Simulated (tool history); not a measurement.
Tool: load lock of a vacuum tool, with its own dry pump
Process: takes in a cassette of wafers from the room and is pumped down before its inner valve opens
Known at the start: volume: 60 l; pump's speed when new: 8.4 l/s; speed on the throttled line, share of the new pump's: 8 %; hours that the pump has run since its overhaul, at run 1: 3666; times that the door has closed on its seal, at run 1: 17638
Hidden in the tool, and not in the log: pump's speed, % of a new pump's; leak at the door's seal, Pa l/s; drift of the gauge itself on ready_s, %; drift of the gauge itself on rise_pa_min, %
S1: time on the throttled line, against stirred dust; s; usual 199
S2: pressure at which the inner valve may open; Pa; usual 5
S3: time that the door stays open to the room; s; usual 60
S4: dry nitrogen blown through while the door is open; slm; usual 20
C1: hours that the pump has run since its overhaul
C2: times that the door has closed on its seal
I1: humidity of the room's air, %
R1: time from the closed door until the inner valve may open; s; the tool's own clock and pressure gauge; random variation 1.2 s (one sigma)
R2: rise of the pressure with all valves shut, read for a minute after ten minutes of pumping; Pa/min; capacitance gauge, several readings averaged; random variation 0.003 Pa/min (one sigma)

| run | day | S1 | S2 | S3 | S4 | C1 | C2 | I1 | R1 | R2 |
|---|---|---|---|---|---|---|---|---|---|---|
| 1 | 0 | 199 | 5 | 60 | 20 | 3666 | 17638 | 42.6 | 258 | 0.081 |
| 2 | 3.908 | 199 | 5 | 60 | 20 | 3760 | 17886 | 48.7 | 256.1 | 0.084 |
| 3 | 7.762 | 199 | 5 | 60 | 20 | 3852 | 18130 | 43.3 | 258 | 0.085 |
| 4 | 10.154 | 199 | 5 | 60 | 20 | 3910 | 18281 | 47.9 | 258.3 | 0.09 |
| 5 | 12.533 | 199 | 5 | 60 | 20 | 3967 | 18431 | 46.3 | 255.9 | 0.09 |
| 6 | 15.321 | 199 | 5 | 60 | 20 | 4034 | 18608 | 43.7 | 255.9 | 0.092 |
| 7 | 18.333 | 199 | 5 | 60 | 20 | 4106 | 18799 | 43.2 | 255.4 | 0.087 |
| 8 | 21.479 | 199 | 5 | 60 | 20 | 4182 | 18998 | 44.4 | 259 | 0.094 |
| 9 | 23.371 | 199 | 5 | 60 | 20 | 4227 | 19117 | 43.1 | 258.6 | 0.091 |
| 10 | 27.833 | 199 | 5 | 60 | 20 | 4334 | 19400 | 45.1 | 257.1 | 0.093 |
| 11 | 30.967 | 199 | 5 | 60 | 20 | 4409 | 19598 | 41.8 | 256.7 | 0.096 |
| 12 | 35.154 | 113 | 6 | 31 | 12 | 4510 | 19863 | 44.4 | 177.6 | 0.097 |
| 13 | 37.846 | 141 | 5 | 60 | 24 | 4574 | 20033 | 45.4 | 205.2 | 0.098 |
| 14 | 39.829 | 141 | 5 | 60 | 24 | 4622 | 20159 | 45.6 | 204.4 | 0.093 |
| 15 | 44.067 | 116 | 5 | 60 | 24 | 4724 | 20427 | 50.9 | 183 | 0.099 |
| 16 | 47.308 | 116 | 5 | 60 | 24 | 4801 | 20632 | 47.2 | 182.1 | 0.099 |
| 17 | 49.229 | 116 | 6 | 68 | 17 | 4848 | 20754 | 42.7 | 180.8 | 0.103 |
| 18 | 52.388 | 115 | 6 | 98 | 15 | 4923 | 20954 | 42.2 | 180.9 | 0.108 |
| 19 | 56.154 | 199 | 6 | 60 | 7 | 5014 | 21192 | 48.9 | 256.5 | 0.126 |

Some steps in R1 between neighbouring runs. How much of each would the tool show without its hidden state too (settings, what came in, random variation), and how much is left for the hidden state, with any gauge scatter that isn't in both results?
Run 11 -> 12: S1 199 -> 113, S2 5 -> 6, S3 60 -> 31, S4 20 -> 12. R1 -79.1 s: hidden state +0.6, all else -79.7.

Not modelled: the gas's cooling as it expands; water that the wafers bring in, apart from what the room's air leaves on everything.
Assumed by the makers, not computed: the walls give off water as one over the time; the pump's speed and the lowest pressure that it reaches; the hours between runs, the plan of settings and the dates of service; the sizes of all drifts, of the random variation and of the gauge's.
